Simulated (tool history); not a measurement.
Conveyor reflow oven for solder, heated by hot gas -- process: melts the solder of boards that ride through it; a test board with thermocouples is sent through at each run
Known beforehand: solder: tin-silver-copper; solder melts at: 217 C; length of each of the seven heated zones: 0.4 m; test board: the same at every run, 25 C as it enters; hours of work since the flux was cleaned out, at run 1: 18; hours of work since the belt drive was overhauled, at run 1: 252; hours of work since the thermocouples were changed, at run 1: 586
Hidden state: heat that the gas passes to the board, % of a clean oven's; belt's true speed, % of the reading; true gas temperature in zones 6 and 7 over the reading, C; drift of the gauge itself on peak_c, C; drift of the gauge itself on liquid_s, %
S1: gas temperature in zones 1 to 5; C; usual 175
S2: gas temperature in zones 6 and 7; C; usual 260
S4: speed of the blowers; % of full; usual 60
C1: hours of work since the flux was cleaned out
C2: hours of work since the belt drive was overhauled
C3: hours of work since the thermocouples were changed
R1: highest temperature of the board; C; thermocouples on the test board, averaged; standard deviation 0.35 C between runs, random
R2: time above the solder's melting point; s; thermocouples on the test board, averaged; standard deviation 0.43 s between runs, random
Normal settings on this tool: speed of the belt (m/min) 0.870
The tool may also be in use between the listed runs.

run 1 hour=0.0 | S1=175 S2=260 speed_of_the_belt_(m/min)=0.870 S4=60 | C1=18 C2=252 C3=586 | R1=236.4 R2=28.3
run 2 hour=5.9 | S1=175 S2=256 speed_of_the_belt_(m/min)=0.870 S4=60 | C1=21 C2=255 C3=589 | R1=234.2 R2=25.1
run 3 hour=12.6 | S1=169 S2=260 speed_of_the_belt_(m/min)=0.870 S4=60 | C1=25 C2=259 C3=593 | R1=235.3 R2=25.1
run 4 hour=21.2 | S1=169 S2=262 speed_of_the_belt_(m/min)=0.870 S4=60 | C1=29 C2=264 C3=597 | R1=236.5 R2=26.9
run 5 hour=29.8 | S1=169 S2=262 speed_of_the_belt_(m/min)=0.870 S4=60 | C1=34 C2=268 C3=602 | R1=236.5 R2=27.8
run 6 hour=38.6 | S1=169 S2=262 speed_of_the_belt_(m/min)=0.870 S4=60 | C1=39 C2=273 C3=607 | R1=236.5 R2=26.4
run 7 hour=50.6 | S1=175 S2=260 speed_of_the_belt_(m/min)=0.870 S4=60 | C1=45 C2=280 C3=613 | R1=236.8 R2=28.7
run 8 hour=60.4 | S1=175 S2=260 speed_of_the_belt_(m/min)=0.870 S4=60 | C1=51 C2=285 C3=619 | R1=236.8 R2=28.1
run 9 hour=68.0 | S1=175 S2=260 speed_of_the_belt_(m/min)=0.870 S4=60 | C1=55 C2=289 C3=623 | R1=236.9 R2=29.1
run 10 hour=74.0 | S1=166 S2=260 speed_of_the_belt_(m/min)=0.870 S4=60 | C1=58 C2=292 C3=626 | R1=233.9 R2=24.5
run 11 hour=81.6 | S1=166 S2=260 speed_of_the_belt_(m/min)=0.870 S4=60 | C1=62 C2=297 C3=630 | R1=234.4 R2=23.8
run 12 hour=90.2 | S1=166 S2=260 speed_of_the_belt_(m/min)=0.870 S4=60 | C1=67 C2=301 C3=635 | R1=234.2 R2=24.4
run 13 hour=97.6 | S1=175 S2=256 speed_of_the_belt_(m/min)=0.870 S4=60 | C1=71 C2=305 C3=639 | R1=233.9 R2=25.0
run 14 hour=106.2 | S1=175 S2=260 speed_of_the_belt_(m/min)=0.928 S4=60 | C1=76 C2=310 C3=644 | R1=234.6 R2=23.8
run 15 hour=117.9 | S1=175 S2=257 speed_of_the_belt_(m/min)=0.870 S4=60 | C1=82 C2=316 C3=650 | R1=234.3 R2=25.6
run 16 hour=129.2 | S1=175 S2=257 speed_of_the_belt_(m/min)=0.870 S4=60 | C1=88 C2=323 C3=656 | R1=234.6 R2=25.6
run 17 hour=138.9 | S1=184 S2=257 speed_of_the_belt_(m/min)=0.870 S4=53 | C1=94 C2=328 C3=662 | R1=233.6 R2=26.9

Predict the results of run 18:
run 18 hour=143.8 | S1=175 S2=263 speed_of_the_belt_(m/min)=0.870 S4=57 | C1=97 C2=331 C3=664 | R1=? R2=?

Logged for run 18: R1 237.2 C, R2 29.5 s.
With no hidden state in the tool, this same run would have given R1 235.4 C, R2 27.6 s.
